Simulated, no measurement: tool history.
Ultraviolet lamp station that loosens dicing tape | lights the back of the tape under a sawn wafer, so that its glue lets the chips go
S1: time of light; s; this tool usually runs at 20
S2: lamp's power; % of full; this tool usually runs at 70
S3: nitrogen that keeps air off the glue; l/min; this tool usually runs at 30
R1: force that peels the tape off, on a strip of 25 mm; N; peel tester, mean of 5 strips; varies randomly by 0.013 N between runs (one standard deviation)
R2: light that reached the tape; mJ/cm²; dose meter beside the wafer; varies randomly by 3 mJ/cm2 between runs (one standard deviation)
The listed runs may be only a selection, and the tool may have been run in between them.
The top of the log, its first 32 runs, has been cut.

| run | hour | S1 | S2 | S3 | R1 | R2 |
|---|---|---|---|---|---|---|
| 33 | 573.4 | 23 | 65 | 30 | 0.76 | 377 |
| 34 | 584.3 | 15 | 80 | 41 | 0.972 | 298 |
| 35 | 609.3 | 26 | 61 | 30 | 0.74 | 396 |
| 36 | 631.2 | 29 | 64 | 16 | 0.785 | 456 |
| 37 | 654 | 29 | 91 | 10 | 0.591 | 653 |
| 38 | 667.7 | 12 | 70 | 50 | 1.481 | 208 |
| 39 | 690.9 | 37 | 80 | 21 | 0.3 | 716 |
| 40 | 707.8 | 15 | 72 | 21 | 1.483 | 259 |
| 41 | 726.3 | 13 | 70 | 37 | 1.543 | 216 |
| 42 | 741 | 13 | 68 | 37 | 1.49 | 210 |
| 43 | 752.7 | 32 | 61 | 18 | 0.723 | 462 |

Alternative continuations, all from the tool just after run 43; predict every row:
| A | 768.6 | 14 | 97 | 9 | ? | ? |
| B | 768.6 | 16 | 61 | 18 | ? | ? |
| C | 768.6 | 21 | 81 | 17 | ? | ? |
| D | 768.6 | 20 | 62 | 46 | ? | ? |

| run | R1 | R2 |
|---|---|---|
| A | 1.593 | 319 |
| B | 1.706 | 224 |
| C | 0.948 | 403 |
| D | 0.963 | 288 |
Stripped of hidden state, with their random variation kept, the same runs would have yielded:
| run | R1 | R2 |
|---|---|---|
| A | 1.139 | 429 |
| B | 1.254 | 302 |
| C | 0.587 | 540 |
| D | 0.602 | 387 |

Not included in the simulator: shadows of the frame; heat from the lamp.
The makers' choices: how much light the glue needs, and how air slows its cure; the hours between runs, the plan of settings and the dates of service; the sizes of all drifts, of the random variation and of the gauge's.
